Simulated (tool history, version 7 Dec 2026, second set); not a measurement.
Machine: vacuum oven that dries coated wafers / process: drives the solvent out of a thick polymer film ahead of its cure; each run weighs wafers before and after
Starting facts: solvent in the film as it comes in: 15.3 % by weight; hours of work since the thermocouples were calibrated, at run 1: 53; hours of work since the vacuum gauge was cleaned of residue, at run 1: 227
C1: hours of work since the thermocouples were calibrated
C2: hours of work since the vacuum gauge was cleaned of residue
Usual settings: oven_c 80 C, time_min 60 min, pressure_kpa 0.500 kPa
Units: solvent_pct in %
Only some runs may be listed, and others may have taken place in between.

Run 1, day 0.000: usual settings; C1 53; C2 227. Result: solvent_pct 1.40 %.
Run 2, day 0.625: usual settings but oven_c 91 C; C1 60; C2 235. Result: solvent_pct 0.49 %.
Run 3, day 1.296: usual settings; C1 69; C2 244. Result: solvent_pct 1.47 %.
Run 4, day 1.704: usual settings but oven_c 94 C; C1 74; C2 249. Result: solvent_pct 0.41 %.
Run 5, day 2.421: usual settings but oven_c 94 C; C1 83; C2 258. Result: solvent_pct 0.40 %.
Run 6, day 2.942: usual settings but oven_c 92 C; C1 90; C2 264. Result: solvent_pct 0.39 %.
Run 7, day 3.775: usual settings but oven_c 92 C; C1 100; C2 275. Result: solvent_pct 0.44 %.
Run 8, day 4.517: usual settings but oven_c 91 C; C1 110; C2 284. Result: solvent_pct 0.48 %.
Run 9, day 5.079: usual settings but pressure_kpa 1.352 kPa; C1 117; C2 291. Result: solvent_pct 2.46 %.
Run 10, day 5.933: usual settings but pressure_kpa 1.352 kPa; C1 127; C2 302. Result: solvent_pct 2.35 %.
Run 11, day 6.729: usual settings; C1 137; C2 312. Result: solvent_pct 1.47 %.
Run 12, day 7.550: usual settings but oven_c 75 C; C1 148; C2 323. Result: solvent_pct 2.66 %.
Run 13, day 8.146: usual settings but oven_c 75 C; C1 155; C2 330. Result: solvent_pct 2.69 %.
Run 14, day 8.962: usual settings but oven_c 75 C; C1 166; C2 340. Result: solvent_pct 2.61 %.
Run 15, day 9.412: usual settings but pressure_kpa 1.839 kPa; C1 171; C2 346. Result: solvent_pct 2.97 %.
Run 16, day 9.875: usual settings but pressure_kpa 1.839 kPa; C1 177; C2 352. Result: solvent_pct 3.01 %.
Run 17, day 10.462: usual settings; C1 185; C2 359. Result: solvent_pct 1.44 %.
Run 18, day 11.121: usual settings; C1 193; C2 368. Result: solvent_pct 1.46 %.
Run 19, day 11.646: usual settings; C1 200; C2 374. Result: solvent_pct 1.59 %.
At day 11.783: vacuum gauge cleaned of residue and calibrated.
Run 20, day 12.533: usual settings; C1 210; C2 9. Result: solvent_pct 1.59 %.
Run 21, day 13.158: usual settings but pressure_kpa 0.303 kPa; C1 218; C2 17. Result: solvent_pct 1.41 %.
Run 22, day 13.554: usual settings but pressure_kpa 0.303 kPa; C1 223; C2 22. Result: solvent_pct 1.39 %.
Run 23, day 13.929: usual settings but pressure_kpa 0.302 kPa; C1 228; C2 27. Result: solvent_pct 1.37 %.
Run 24, day 14.388: usual settings; C1 233; C2 33. Result: solvent_pct 1.62 %.
Run 25, day 14.792: usual settings but oven_c 78 C, pressure_kpa 0.419 kPa; C1 238; C2 38. Result: solvent_pct 1.83 %.
Run 26, day 15.296: usual settings but oven_c 68 C; C1 245; C2 44. Result: solvent_pct 5.31 %.
Run 27, day 16.167: usual settings but oven_c 68 C, time_min 36 min; C1 256; C2 55. Result: solvent_pct 7.37 %.
At day 17.000: vacuum gauge cleaned of residue and calibrated, once more.
Run 28, day 17.012: usual settings but oven_c 66 C, time_min 42 min, pressure_kpa 0.808 kPa; C1 266; C2 0. Result: solvent_pct 7.57 %.
Run 29, day 17.804: usual settings but time_min 39 min, pressure_kpa 1.651 kPa; C1 276; C2 10. Result: solvent_pct 3.81 %.
Run 30, day 18.342: usual settings but oven_c 70 C, time_min 45 min; C1 282; C2 17. Result: solvent_pct 5.59 %.
Run 31, day 18.775: usual settings but oven_c 84 C, time_min 49 min; C1 288; C2 22. Result: solvent_pct 1.16 %.
Run 32, day 19.617: usual settings but oven_c 90 C, time_min 59 min, pressure_kpa 0.767 kPa; C1 299; C2 33. Result: solvent_pct 0.69 %.
Run 33, day 20.054: usual settings but pressure_kpa 0.427 kPa; C1 304; C2 39. Result: solvent_pct 1.32 %.
Run 34, day 20.417: usual settings but pressure_kpa 0.427 kPa; C1 309; C2 43. Result: solvent_pct 1.37 %.
Run 35, day 21.200: usual settings but oven_c 94 C, pressure_kpa 0.739 kPa; C1 319; C2 53. Result: solvent_pct 0.58 %.
Run 36, day 22.058: usual settings but oven_c 83 C, time_min 56 min, pressure_kpa 1.709 kPa; C1 329; C2 64. Result: solvent_pct 2.42 %.
Run 37, day 22.696: usual settings but oven_c 72 C, time_min 56 min, pressure_kpa 0.301 kPa; C1 337; C2 72. Result: solvent_pct 3.65 %.
Run 38, day 23.200: usual settings but oven_c 72 C, time_min 56 min, pressure_kpa 1.753 kPa; C1 344; C2 78. Result: solvent_pct 5.46 %.
Run 39, day 23.738: usual settings but oven_c 84 C, time_min 84 min; C1 351; C2 85. Result: solvent_pct 0.62 %.
Run 40, day 24.104: usual settings but oven_c 68 C, time_min 84 min; C1 355; C2 90. Result: solvent_pct 3.71 %.
Run 41, day 24.646: usual settings but oven_c 68 C, time_min 84 min; C1 362; C2 96. Result: solvent_pct 3.79 %.
Run 42, day 25.262: usual settings but oven_c 85 C, pressure_kpa 0.882 kPa; C1 370; C2 104. Result: solvent_pct 1.15 %.
Run 43, day 26.117: usual settings but oven_c 73 C, time_min 57 min; C1 381; C2 115. Result: solvent_pct 3.59 %.
Run 44, day 26.792: usual settings but oven_c 78 C, time_min 58 min; C1 389; C2 124. Result: solvent_pct 1.99 %.
Run 45, day 27.454: usual settings but time_min 54 min, pressure_kpa 0.505 kPa; C1 397; C2 132. Result: solvent_pct 1.82 %.
Run 46, day 28.200: usual settings but time_min 54 min, pressure_kpa 0.505 kPa; C1 407; C2 141. Result: solvent_pct 1.80 %.
Run 47, day 28.804: usual settings but oven_c 76 C, time_min 99 min, pressure_kpa 1.401 kPa; C1 415; C2 149. Result: solvent_pct 2.49 %.
Run 48, day 29.658: usual settings but oven_c 76 C, time_min 99 min, pressure_kpa 1.401 kPa; C1 425; C2 160. Result: solvent_pct 2.44 %.

Predict each of these 3 candidate next runs independently; none follows another, all start after run 48:
Run A, day 30.083: usual settings but time_min 67 min; C1 431; C2 165. Result: solvent_pct ?.
Run B, day 30.083: usual settings but oven_c 91 C, time_min 40 min, pressure_kpa 1.100 kPa; C1 431; C2 165. Result: solvent_pct ?.
Run C, day 30.083: usual settings but time_min 53 min, pressure_kpa 0.437 kPa; C1 431; C2 165. Result: solvent_pct ?.

run  solvent_pct
  A         1.28
  B         1.12
  C         1.61
Stripped of hidden state, with their random variation kept, the same runs would have yielded:
run  solvent_pct
  A         0.99
  B         0.95
  C         1.26
